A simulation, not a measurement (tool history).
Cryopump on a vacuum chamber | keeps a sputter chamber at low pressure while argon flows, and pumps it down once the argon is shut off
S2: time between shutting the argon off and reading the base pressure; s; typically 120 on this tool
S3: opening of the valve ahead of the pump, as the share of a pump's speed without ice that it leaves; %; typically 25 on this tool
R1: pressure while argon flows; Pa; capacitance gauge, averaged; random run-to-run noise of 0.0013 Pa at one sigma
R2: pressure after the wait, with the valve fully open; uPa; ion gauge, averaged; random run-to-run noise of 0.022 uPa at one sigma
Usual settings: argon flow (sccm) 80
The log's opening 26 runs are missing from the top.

Run 27, day 14.662: usual settings but argon flow (sccm) 58, S2 62 s, S3 27 %. Result: R1 0.2175 Pa, R2 1.97 uPa.
Run 28, day 15.412: usual settings but argon flow (sccm) 108, S2 38 s. Result: R1 0.4371 Pa, R2 2.51 uPa.
Run 29, day 15.762: usual settings but argon flow (sccm) 108, S2 38 s. Result: R1 0.4396 Pa, R2 2.56 uPa.
Run 30, day 16.171: usual settings but argon flow (sccm) 108, S2 38 s. Result: R1 0.4351 Pa, R2 2.46 uPa.
Run 31, day 16.517: usual settings but S3 21 %. Result: R1 0.3851 Pa, R2 1.59 uPa.
Run 32, day 17.175: usual settings but S3 21 %. Result: R1 0.3844 Pa, R2 1.55 uPa.
Run 33, day 17.929: usual settings but S3 21 %. Result: R1 0.3842 Pa, R2 1.62 uPa.
Run 34, day 18.346: usual settings but argon flow (sccm) 34, S3 48 %. Result: R1 0.0739 Pa, R2 1.60 uPa.

Consider 3 possible next runs. They are alternatives, not a sequence: every one starts from the tool as it was left by run 34. What does each give?
Run A, day 18.762: usual settings but argon flow (sccm) 150, S2 160 s, S3 50 %. Result: R1 ?, R2 ?.
Run B, day 18.762: usual settings but S2 25 s. Result: R1 ?, R2 ?.
Run C, day 18.762: usual settings but argon flow (sccm) 90, S2 67 s, S3 16 %. Result: R1 ?, R2 ?.

run      R1    R2
  A  0.3175  1.46
  B  0.3286  3.29
  C  0.5621  1.86
With the hidden condition removed and each run's random variation left untouched, the same runs would have given:
run      R1    R2
  A  0.2961  0.51
  B  0.3172  2.31
  C  0.5495  0.90

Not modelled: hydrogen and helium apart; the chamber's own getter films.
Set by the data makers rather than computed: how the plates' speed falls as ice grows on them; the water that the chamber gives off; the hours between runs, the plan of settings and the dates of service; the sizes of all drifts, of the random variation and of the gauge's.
